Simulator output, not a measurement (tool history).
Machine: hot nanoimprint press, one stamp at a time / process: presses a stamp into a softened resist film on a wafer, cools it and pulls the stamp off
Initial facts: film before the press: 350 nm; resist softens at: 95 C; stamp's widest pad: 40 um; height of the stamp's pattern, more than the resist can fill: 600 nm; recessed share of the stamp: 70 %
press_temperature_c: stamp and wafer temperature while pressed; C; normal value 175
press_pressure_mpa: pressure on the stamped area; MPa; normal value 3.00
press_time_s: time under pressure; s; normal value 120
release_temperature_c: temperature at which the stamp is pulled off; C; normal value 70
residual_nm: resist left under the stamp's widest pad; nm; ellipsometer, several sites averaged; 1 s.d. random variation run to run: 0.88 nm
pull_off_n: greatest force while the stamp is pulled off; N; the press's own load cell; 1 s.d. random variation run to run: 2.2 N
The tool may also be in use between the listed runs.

{"run": 1, "day": 0.0, "press_temperature_c": 175, "press_pressure_mpa": 3.0, "press_time_s": 120, "release_temperature_c": 70, "residual_nm": 183.0, "pull_off_n": 98}
{"run": 2, "day": 0.233, "press_temperature_c": 175, "press_pressure_mpa": 2.89, "press_time_s": 120, "release_temperature_c": 70, "residual_nm": 189.2, "pull_off_n": 96}
{"run": 3, "day": 0.483, "press_temperature_c": 175, "press_pressure_mpa": 3.0, "press_time_s": 120, "release_temperature_c": 70, "residual_nm": 183.2, "pull_off_n": 100}
{"run": 4, "day": 0.704, "press_temperature_c": 175, "press_pressure_mpa": 3.0, "press_time_s": 120, "release_temperature_c": 70, "residual_nm": 182.9, "pull_off_n": 98}
{"run": 5, "day": 1.0, "press_temperature_c": 175, "press_pressure_mpa": 3.0, "press_time_s": 120, "release_temperature_c": 70, "residual_nm": 183.5, "pull_off_n": 100}
{"run": 6, "day": 1.229, "press_temperature_c": 175, "press_pressure_mpa": 3.0, "press_time_s": 120, "release_temperature_c": 70, "residual_nm": 183.1, "pull_off_n": 93}
{"run": 7, "day": 1.458, "press_temperature_c": 175, "press_pressure_mpa": 3.0, "press_time_s": 120, "release_temperature_c": 70, "residual_nm": 183.3, "pull_off_n": 99}
{"run": 8, "day": 1.658, "press_temperature_c": 175, "press_pressure_mpa": 3.0, "press_time_s": 120, "release_temperature_c": 70, "residual_nm": 184.2, "pull_off_n": 95}
{"run": 9, "day": 1.962, "press_temperature_c": 175, "press_pressure_mpa": 3.0, "press_time_s": 120, "release_temperature_c": 70, "residual_nm": 183.0, "pull_off_n": 98}
{"run": 10, "day": 2.479, "press_temperature_c": 175, "press_pressure_mpa": 3.0, "press_time_s": 120, "release_temperature_c": 70, "residual_nm": 182.5, "pull_off_n": 96}
{"run": 11, "day": 2.696, "press_temperature_c": 175, "press_pressure_mpa": 3.0, "press_time_s": 120, "release_temperature_c": 70, "residual_nm": 183.2, "pull_off_n": 97}
{"run": 12, "day": 2.888, "press_temperature_c": 175, "press_pressure_mpa": 3.0, "press_time_s": 120, "release_temperature_c": 70, "residual_nm": 182.6, "pull_off_n": 97}
{"run": 13, "day": 3.254, "press_temperature_c": 175, "press_pressure_mpa": 3.0, "press_time_s": 120, "release_temperature_c": 70, "residual_nm": 182.7, "pull_off_n": 95}
{"run": 14, "day": 3.492, "press_temperature_c": 175, "press_pressure_mpa": 3.0, "press_time_s": 120, "release_temperature_c": 70, "residual_nm": 183.5, "pull_off_n": 95}
{"run": 15, "day": 3.646, "press_temperature_c": 175, "press_pressure_mpa": 3.0, "press_time_s": 120, "release_temperature_c": 70, "residual_nm": 183.2, "pull_off_n": 96}
{"run": 16, "day": 3.962, "press_temperature_c": 175, "press_pressure_mpa": 3.0, "press_time_s": 74, "release_temperature_c": 59, "residual_nm": 212.0, "pull_off_n": 116}
{"run": 17, "day": 4.142, "press_temperature_c": 175, "press_pressure_mpa": 3.0, "press_time_s": 74, "release_temperature_c": 59, "residual_nm": 211.6, "pull_off_n": 119}
{"run": 18, "day": 4.388, "press_temperature_c": 172, "press_pressure_mpa": 3.48, "press_time_s": 152, "release_temperature_c": 70, "residual_nm": 172.6, "pull_off_n": 95}
{"run": 19, "day": 4.662, "press_temperature_c": 182, "press_pressure_mpa": 2.14, "press_time_s": 131, "release_temperature_c": 76, "residual_nm": 179.0, "pull_off_n": 88}
{"run": 20, "day": 5.004, "press_temperature_c": 175, "press_pressure_mpa": 2.48, "press_time_s": 65, "release_temperature_c": 66, "residual_nm": 238.9, "pull_off_n": 102}
{"run": 21, "day": 5.321, "press_temperature_c": 175, "press_pressure_mpa": 2.82, "press_time_s": 120, "release_temperature_c": 70, "residual_nm": 188.2, "pull_off_n": 96}
{"run": 22, "day": 5.533, "press_temperature_c": 175, "press_pressure_mpa": 2.82, "press_time_s": 120, "release_temperature_c": 70, "residual_nm": 190.2, "pull_off_n": 91}
{"run": 23, "day": 5.888, "press_temperature_c": 170, "press_pressure_mpa": 3.94, "press_time_s": 96, "release_temperature_c": 70, "residual_nm": 195.0, "pull_off_n": 97}
{"run": 24, "day": 6.042, "press_temperature_c": 169, "press_pressure_mpa": 3.71, "press_time_s": 189, "release_temperature_c": 74, "residual_nm": 167.5, "pull_off_n": 92}
{"run": 25, "day": 6.225, "press_temperature_c": 169, "press_pressure_mpa": 3.71, "press_time_s": 189, "release_temperature_c": 74, "residual_nm": 167.5, "pull_off_n": 92}
{"run": 26, "day": 6.471, "press_temperature_c": 169, "press_pressure_mpa": 3.71, "press_time_s": 189, "release_temperature_c": 74, "residual_nm": 167.0, "pull_off_n": 89}
{"run": 27, "day": 6.721, "press_temperature_c": 167, "press_pressure_mpa": 4.4, "press_time_s": 189, "release_temperature_c": 61, "residual_nm": 161.7, "pull_off_n": 116}
{"run": 28, "day": 6.912, "press_temperature_c": 175, "press_pressure_mpa": 2.05, "press_time_s": 120, "release_temperature_c": 62, "residual_nm": 219.7, "pull_off_n": 113}
{"run": 29, "day": 7.075, "press_temperature_c": 179, "press_pressure_mpa": 2.05, "press_time_s": 137, "release_temperature_c": 62, "residual_nm": 193.1, "pull_off_n": 115}
{"run": 30, "day": 7.375, "press_temperature_c": 183, "press_pressure_mpa": 2.05, "press_time_s": 193, "release_temperature_c": 62, "residual_nm": 158.2, "pull_off_n": 110}

Put back what was entered between runs (1 entry, withheld): which listed runs does each sit between, and how does the hidden state differ from the listed run before to the listed run after?
Logged between run 9 and run 10: stamp cleaned and given a new release coat (day 2.450)
  grip of the stamp's worn release coat, % over a new coat's: 0.7 -> 0
